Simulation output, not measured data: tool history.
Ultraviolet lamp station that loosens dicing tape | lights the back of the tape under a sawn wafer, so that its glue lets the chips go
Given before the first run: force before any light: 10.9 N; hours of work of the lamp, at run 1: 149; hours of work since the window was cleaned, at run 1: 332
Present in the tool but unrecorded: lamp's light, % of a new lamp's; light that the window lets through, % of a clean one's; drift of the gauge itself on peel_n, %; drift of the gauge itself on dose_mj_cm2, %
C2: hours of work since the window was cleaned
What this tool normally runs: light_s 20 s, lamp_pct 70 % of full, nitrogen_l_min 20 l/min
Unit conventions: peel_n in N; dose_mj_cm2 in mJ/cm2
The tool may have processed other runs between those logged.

Run 1, hour 0.0: usual settings; hours of work of the lamp 149; C2 332. Result: peel_n 1.573 N, dose_mj_cm2 380 mJ/cm2.
Run 2, hour 6.3: usual settings but light_s 16 s; hours of work of the lamp 153; C2 336. Result: peel_n 2.278 N, dose_mj_cm2 304 mJ/cm2.
Run 3, hour 12.5: usual settings but light_s 16 s; hours of work of the lamp 157; C2 340. Result: peel_n 2.450 N, dose_mj_cm2 310 mJ/cm2.
Run 4, hour 18.1: usual settings but light_s 16 s; hours of work of the lamp 161; C2 344. Result: peel_n 2.382 N, dose_mj_cm2 306 mJ/cm2.
Run 5, hour 27.0: usual settings; hours of work of the lamp 166; C2 350. Result: peel_n 1.635 N, dose_mj_cm2 375 mJ/cm2.
Run 6, hour 35.8: usual settings; hours of work of the lamp 172; C2 355. Result: peel_n 1.672 N, dose_mj_cm2 380 mJ/cm2.
Run 7, hour 44.1: usual settings but light_s 16 s; hours of work of the lamp 177; C2 361. Result: peel_n 2.443 N, dose_mj_cm2 304 mJ/cm2.
Run 8, hour 49.8: usual settings but light_s 16 s; hours of work of the lamp 181; C2 364. Result: peel_n 2.432 N, dose_mj_cm2 304 mJ/cm2.
Run 9, hour 53.8: usual settings but light_s 16 s; hours of work of the lamp 184; C2 367. Result: peel_n 2.411 N, dose_mj_cm2 300 mJ/cm2.
Run 10, hour 58.6: usual settings but nitrogen_l_min 9 l/min; hours of work of the lamp 187; C2 370. Result: peel_n 2.753 N, dose_mj_cm2 380 mJ/cm2.
Run 11, hour 63.1: usual settings but nitrogen_l_min 9 l/min; hours of work of the lamp 190; C2 373. Result: peel_n 2.821 N, dose_mj_cm2 381 mJ/cm2.
Run 12, hour 67.9: usual settings but nitrogen_l_min 9 l/min; hours of work of the lamp 193; C2 376. Result: peel_n 2.993 N, dose_mj_cm2 377 mJ/cm2.
Run 13, hour 74.7: usual settings but light_s 19 s, lamp_pct 96 % of full, nitrogen_l_min 31 l/min; hours of work of the lamp 197; C2 380. Result: peel_n 0.716 N, dose_mj_cm2 490 mJ/cm2.
Run 14, hour 83.2: usual settings but light_s 13 s, lamp_pct 66 % of full, nitrogen_l_min 31 l/min; hours of work of the lamp 203; C2 386. Result: peel_n 2.804 N, dose_mj_cm2 229 mJ/cm2.
Run 15, hour 91.8: usual settings but light_s 31 s, lamp_pct 72 % of full, nitrogen_l_min 38 l/min; hours of work of the lamp 208; C2 391. Result: peel_n 0.420 N, dose_mj_cm2 588 mJ/cm2.
At hour 92.7: window cleaned of glue's vapour.
Run 16, hour 96.4: usual settings but lamp_pct 89 % of full, nitrogen_l_min 24 l/min; hours of work of the lamp 211; C2 2. Result: peel_n 1.075 N, dose_mj_cm2 446 mJ/cm2.
Run 17, hour 100.8: usual settings but lamp_pct 89 % of full, nitrogen_l_min 24 l/min; hours of work of the lamp 214; C2 5. Result: peel_n 1.046 N, dose_mj_cm2 446 mJ/cm2.
Run 18, hour 106.6: usual settings but lamp_pct 83 % of full, nitrogen_l_min 22 l/min; hours of work of the lamp 217; C2 9. Result: peel_n 1.340 N, dose_mj_cm2 415 mJ/cm2.
Run 19, hour 112.1: usual settings but light_s 10 s, lamp_pct 75 % of full; hours of work of the lamp 221; C2 12. Result: peel_n 4.108 N, dose_mj_cm2 186 mJ/cm2.
Run 20, hour 119.6: usual settings but light_s 32 s, lamp_pct 75 % of full, nitrogen_l_min 8 l/min; hours of work of the lamp 226; C2 17. Result: peel_n 1.428 N, dose_mj_cm2 594 mJ/cm2.
Run 21, hour 125.2: usual settings but light_s 32 s, lamp_pct 64 % of full, nitrogen_l_min 33 l/min; hours of work of the lamp 229; C2 21. Result: peel_n 0.629 N, dose_mj_cm2 513 mJ/cm2.

Consider 4 possible next runs. They are alternatives, not a sequence: every one starts from the tool as it was left by run 21. What does each give?
Run A, hour 134.4: usual settings but light_s 21 s, lamp_pct 78 % of full, nitrogen_l_min 7 l/min; hours of work of the lamp 235; C2 27. Result: peel_n ?, dose_mj_cm2 ?.
Run B, hour 134.4: usual settings but light_s 11 s; hours of work of the lamp 235; C2 27. Result: peel_n ?, dose_mj_cm2 ?.
Run C, hour 134.4: usual settings but lamp_pct 60 % of full; hours of work of the lamp 235; C2 27. Result: peel_n ?, dose_mj_cm2 ?.
Run D, hour 134.4: usual settings but lamp_pct 61 % of full, nitrogen_l_min 7 l/min; hours of work of the lamp 235; C2 27. Result: peel_n ?, dose_mj_cm2 ?.

run  peel_n  dose_mj_cm2
  A   2.936          405
  B   4.126          193
  C   2.433          298
  D   4.014          298
The same runs, with their run-to-run variation unchanged, on a tool lacking any hidden condition would have given:
run  peel_n  dose_mj_cm2
  A   2.136          507
  B   3.251          242
  C   1.703          373
  D   3.150          374
